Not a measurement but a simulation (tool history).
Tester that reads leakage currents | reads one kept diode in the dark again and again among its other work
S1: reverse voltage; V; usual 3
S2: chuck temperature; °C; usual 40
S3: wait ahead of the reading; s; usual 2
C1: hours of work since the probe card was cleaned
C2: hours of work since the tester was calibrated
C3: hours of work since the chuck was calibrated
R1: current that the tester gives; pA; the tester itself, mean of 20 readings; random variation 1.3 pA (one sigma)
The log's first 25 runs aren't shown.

| run | hour | S1 | S2 | S3 | C1 | C2 | C3 | R1 |
|---|---|---|---|---|---|---|---|---|
| 26 | 597.5 | 7.26 | 31 | 1.42 | 737 | 333 | 896 | 285.43 |
| 27 | 612.7 | 3 | 29 | 1.35 | 745 | 340 | 903 | 176.09 |
| 28 | 635.1 | 5.36 | 23 | 2 | 755 | 351 | 914 | 143.9 |
| 29 | 650.1 | 1.19 | 22 | 5.04 | 762 | 358 | 921 | 74.78 |
| 30 | 671.8 | 1.19 | 34 | 5.04 | 772 | 368 | 931 | 177.43 |
| 31 | 694.2 | 1.19 | 34 | 5.04 | 783 | 379 | 942 | 176.6 |
| 32 | 711.1 | 3 | 28 | 6.06 | 791 | 387 | 950 | 162.35 |
| 33 | 739.6 | 6.32 | 28 | 6.06 | 804 | 400 | 963 | 217.04 |

Run 34 comes next. What will it give?
| 34 | 774 | 6.32 | 28 | 6.06 | 820 | 416 | 979 | ? |

R1: 217.26 pA
Without the tool's hidden state the same run would have given R1 246.38 pA.
